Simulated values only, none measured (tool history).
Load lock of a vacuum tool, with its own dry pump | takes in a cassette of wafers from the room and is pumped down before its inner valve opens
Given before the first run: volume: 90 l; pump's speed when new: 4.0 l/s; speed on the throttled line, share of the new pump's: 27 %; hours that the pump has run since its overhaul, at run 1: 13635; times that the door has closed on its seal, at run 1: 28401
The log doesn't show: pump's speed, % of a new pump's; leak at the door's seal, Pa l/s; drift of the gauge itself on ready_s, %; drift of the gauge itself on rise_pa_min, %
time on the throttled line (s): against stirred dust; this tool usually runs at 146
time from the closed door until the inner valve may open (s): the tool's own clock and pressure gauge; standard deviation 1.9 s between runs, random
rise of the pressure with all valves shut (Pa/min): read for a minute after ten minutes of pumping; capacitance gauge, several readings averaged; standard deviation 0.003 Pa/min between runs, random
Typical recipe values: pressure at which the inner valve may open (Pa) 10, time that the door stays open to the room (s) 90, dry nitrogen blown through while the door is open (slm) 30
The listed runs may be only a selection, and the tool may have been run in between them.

| run | day | time on the throttled line (s) | pressure at which the inner valve may open (Pa) | time that the door stays open to the room (s) | dry nitrogen blown through while the door is open (slm) | hours that the pump has run since its overhaul | times that the door has closed on its seal | incoming humidity of the room's air, % | time from the closed door until the inner valve may open (s) | rise of the pressure with all valves shut (Pa/min) |
|---|---|---|---|---|---|---|---|---|---|---|
| 1 | 0 | 146 | 10 | 90 | 30 | 13635 | 28401 | 45.8 | 342.3 | 0.173 |
| 2 | 16.554 | 150 | 10 | 90 | 30 | 14032 | 29797 | 45.7 | 347.8 | 0.186 |
| 3 | 27.233 | 94 | 10 | 90 | 30 | 14289 | 30699 | 45.2 | 304.2 | 0.192 |
| 4 | 40.446 | 146 | 10 | 90 | 11 | 14606 | 31813 | 42.9 | 341.2 | 0.208 |
| 5 | 47.521 | 146 | 10 | 90 | 11 | 14776 | 32410 | 43.7 | 343.9 | 0.21 |
| 6 | 54.333 | 146 | 10 | 90 | 11 | 14939 | 32985 | 43.7 | 341.3 | 0.212 |
| 7 | 63.608 | 146 | 10 | 90 | 30 | 15162 | 33768 | 41.5 | 341.4 | 0.212 |
| 8 | 70.971 | 146 | 10 | 90 | 30 | 15338 | 34389 | 45.6 | 341.6 | 0.224 |
| 9 | 87.946 | 146 | 10 | 90 | 30 | 15746 | 35822 | 41.8 | 344.3 | 0.234 |
| 10 | 103.054 | 146 | 10 | 90 | 30 | 16108 | 37096 | 43.9 | 348.6 | 0.241 |
| 11 | 113.696 | 146 | 10 | 223 | 30 | 16364 | 37994 | 46.1 | 348.7 | 0.254 |
| 12 | 121.054 | 146 | 10 | 90 | 30 | 16540 | 38615 | 47.6 | 346.3 | 0.258 |
| 13 | 131.179 | 146 | 10 | 90 | 30 | 16783 | 39469 | 44 | 345.9 | 0.265 |
| 14 | 142.758 | 146 | 10 | 90 | 30 | 17061 | 40447 | 46.4 | 350.8 | 0.277 |
| 15 | 150.638 | 146 | 10 | 90 | 14 | 17250 | 41111 | 42.8 | 346.9 | 0.281 |
| 16 | 164.512 | 146 | 10 | 42 | 14 | 17583 | 42282 | 44.1 | 351.3 | 0.306 |
| 17 | 177.642 | 146 | 10 | 49 | 30 | 17898 | 43390 | 44.1 | 348.6 | 0.296 |
| 18 | 193.325 | 146 | 10 | 49 | 36 | 18275 | 44713 | 45.7 | 352 | 0.314 |
| 19 | 207.179 | 91 | 10 | 36 | 36 | 18607 | 45882 | 48.3 | 313.4 | 0.328 |
| 20 | 222.225 | 199 | 11 | 99 | 30 | 18968 | 47152 | 46.6 | 385.3 | 0.345 |
| 21 | 233.225 | 77 | 16 | 132 | 30 | 19232 | 48080 | 43.8 | 290.3 | 0.358 |
| 22 | 242.625 | 224 | 19 | 31 | 6 | 19458 | 48873 | 43.4 | 385.4 | 0.365 |
| 23 | 258.533 | 87 | 10 | 138 | 29 | 19840 | 50215 | 47.3 | 314 | 0.377 |
| 24 | 271.229 | 115 | 14 | 208 | 5 | 20144 | 51286 | 46.2 | 322.9 | 0.407 |
| 25 | 282.408 | 115 | 14 | 208 | 5 | 20413 | 52230 | 42 | 327.1 | 0.415 |

The next listed run, before its measurement:
| 26 | 298.721 | 146 | 10 | 66 | 30 | 20804 | 53606 | 45.6 | ? | ? |

Run 26 produced time from the closed door until the inner valve may open (s) 355.4, rise of the pressure with all valves shut (Pa/min) 0.414.
Without the tool's hidden state the same run would have given time from the closed door until the inner valve may open (s) 313.7, rise of the pressure with all valves shut (Pa/min) 0.012.
